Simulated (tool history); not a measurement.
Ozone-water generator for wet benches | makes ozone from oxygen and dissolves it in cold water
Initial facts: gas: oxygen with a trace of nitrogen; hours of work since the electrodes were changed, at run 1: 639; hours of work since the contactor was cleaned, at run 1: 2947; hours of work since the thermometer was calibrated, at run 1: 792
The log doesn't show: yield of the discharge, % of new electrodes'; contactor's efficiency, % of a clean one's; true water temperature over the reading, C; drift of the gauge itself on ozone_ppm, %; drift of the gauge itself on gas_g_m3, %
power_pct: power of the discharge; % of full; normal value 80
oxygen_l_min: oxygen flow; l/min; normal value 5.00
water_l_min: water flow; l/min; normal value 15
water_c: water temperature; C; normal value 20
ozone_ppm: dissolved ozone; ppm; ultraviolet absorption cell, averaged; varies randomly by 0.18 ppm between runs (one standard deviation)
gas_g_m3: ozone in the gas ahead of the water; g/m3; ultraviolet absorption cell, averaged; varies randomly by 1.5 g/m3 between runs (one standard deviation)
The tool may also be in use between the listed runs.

run    hour  power_pct  oxygen_l_min  water_l_min  water_c  hours of work since the electrodes were changed  hours of work since the contactor was cleaned  hours of work since the thermometer was calibrated  ozone_ppm  gas_g_m3
  1     0.0         80          5.00           15       20                                              639                                           2947                                                 792       24.1     273.9
  2    78.5         80          5.00           15       20                                              692                                           3000                                                 845       24.1     274.4
  3   176.8         80          5.00           15       20                                              759                                           3067                                                 912       24.1     274.3
  4   335.3         80          3.91           15       20                                              866                                           3174                                                1019       23.3     298.9
  5   407.6         80          3.91           15       20                                              915                                           3223                                                1068       23.2     298.3
  6   531.2         80          5.00           15       20                                              998                                           3306                                                1151       24.0     274.2
  7   657.3         80          5.00           15       20                                             1084                                           3392                                                1237       24.1     275.0
  8   780.1         80          5.00           15       20                                             1167                                           3475                                                1320       24.2     275.1
  9   907.1         80          5.88           15       20                                             1253                                           3561                                                1406       24.5     259.7
 10  1055.1         80          5.83           15       20                                             1353                                           3661                                                1506       24.7     262.4
 11  1212.2         80          5.83           15       20                                             1459                                           3767                                                1612       24.3     264.3
 12  1285.7         80          5.83           15       20                                             1509                                           3817                                                1662       24.4     260.8
 13  1445.6         80          5.00           15       20                                             1617                                           3925                                                1770       23.9     274.7
     1461.6  -- contactor cleaned
 14  1523.3         80          5.00           15       20                                             1667                                             42                                                1820       23.5     276.1
 15  1603.0         80          5.00           13       20                                             1721                                             96                                                1874       26.1     276.5
 16  1691.8         80          5.00           12       20                                             1781                                            156                                                1934       27.6     274.2
 17  1834.7         80          5.00           12       20                                             1878                                            252                                                2031       27.7     273.6
 18  2003.8         66          5.00           10       20                                             1992                                            367                                                2145       27.4     241.4
     2120.0  -- contactor cleaned, once more
 19  2145.6         60          8.77           13       20                                             2085                                             17                                                2238       23.2     191.4
 20  2270.4         99          8.77           13       12                                             2170                                            102                                                2323       37.2     261.7
 21  2434.3         99          8.77           13       25                                             2281                                            213                                                2434       28.1     259.7
 22  2575.4         61          7.38           11       24                                             2376                                            308                                                2529       23.7     204.1
 23  2703.6         72          4.46           15       20                                             2463                                            395                                                2616       22.2     263.2
 24  2855.3         80          6.13           12       20                                             2565                                            498                                                2719       28.5     253.0
 25  2930.1         46          5.00           15       12                                             2616                                            548                                                2769       19.6     192.7
 26  3092.8         55          4.06           10       19                                             2726                                            658                                                2879       25.7     229.5
 27  3188.1         80          7.47           18       20                                             2791                                            723                                                2944       22.2     239.8
 28  3344.6         42          5.00           15       27                                             2897                                            829                                                3050       14.5     183.3

Run 29 is up next; what results do you expect?
 29  3451.5         91          5.00           10       13                                             2969                                            901                                                3122          ?         ?

{"run 29": {"ozone_ppm": 39.2, "gas_g_m3": 292.4}}
On a tool with no hidden condition, and with the same random variation, this run would have come out at ozone_ppm 41.2 ppm, gas_g_m3 302.9 g/m3.

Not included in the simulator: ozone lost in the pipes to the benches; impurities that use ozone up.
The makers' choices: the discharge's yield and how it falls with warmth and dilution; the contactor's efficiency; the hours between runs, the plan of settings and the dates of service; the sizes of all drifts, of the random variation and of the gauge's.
